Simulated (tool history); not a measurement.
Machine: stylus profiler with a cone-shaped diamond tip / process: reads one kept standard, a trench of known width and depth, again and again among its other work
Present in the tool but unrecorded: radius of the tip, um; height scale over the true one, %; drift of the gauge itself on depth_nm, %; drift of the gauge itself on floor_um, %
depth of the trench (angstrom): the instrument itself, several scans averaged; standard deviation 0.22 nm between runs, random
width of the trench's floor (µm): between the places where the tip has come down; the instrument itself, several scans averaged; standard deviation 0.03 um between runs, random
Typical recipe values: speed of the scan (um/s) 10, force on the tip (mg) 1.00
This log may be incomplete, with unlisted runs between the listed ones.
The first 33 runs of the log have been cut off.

run,hour,speed of the scan (um/s),force on the tip (mg),scans with this tip,hours of work since the height scale was calibrated,depth of the trench (angstrom),width of the trench's floor (µm)
34,855.7,10,1.35,2372,238,10097.3,25.61
35,890.9,10,1.35,2525,253,10099.9,25.61
36,925.0,9,0.93,2673,268,10076.1,25.53
37,959.3,9,0.93,2822,283,10082.7,25.51
38,977.1,20,0.53,2899,291,10056.4,25.37
39,1002.3,20,0.53,3009,302,10056.3,25.36
40,1025.4,22,1.00,3109,312,10082.9,25.38
41,1045.4,22,0.37,3196,320,10046.5,25.31
42,1069.0,4,0.70,3298,331,10069.3,25.43
43,1104.0,4,0.70,3450,346,10072.5,25.48
44,1124.0,4,2.20,3537,355,10137.4,25.52
45,1158.2,4,2.20,3686,369,10136.9,25.46
46,1172.7,2,0.42,3748,376,10053.4,25.43

Here are 4 independent what-if runs from the current tool condition. What would each one return?
A,1187.5,7,0.53,3813,382,?,?
B,1187.5,9,1.00,3813,382,?,?
C,1187.5,5,1.48,3813,382,?,?
D,1187.5,6,0.42,3813,382,?,?

run,depth of the trench (angstrom),width of the trench's floor (µm)
A,10058.9,25.41
B,10084.3,25.41
C,10112.6,25.47
D,10053.5,25.40
The same runs, with their run-to-run variation unchanged, on a tool lacking any hidden condition would have given:
run,depth of the trench (angstrom),width of the trench's floor (µm)
A,10048.4,25.94
B,10073.8,25.94
C,10102.0,25.99
D,10043.0,25.93
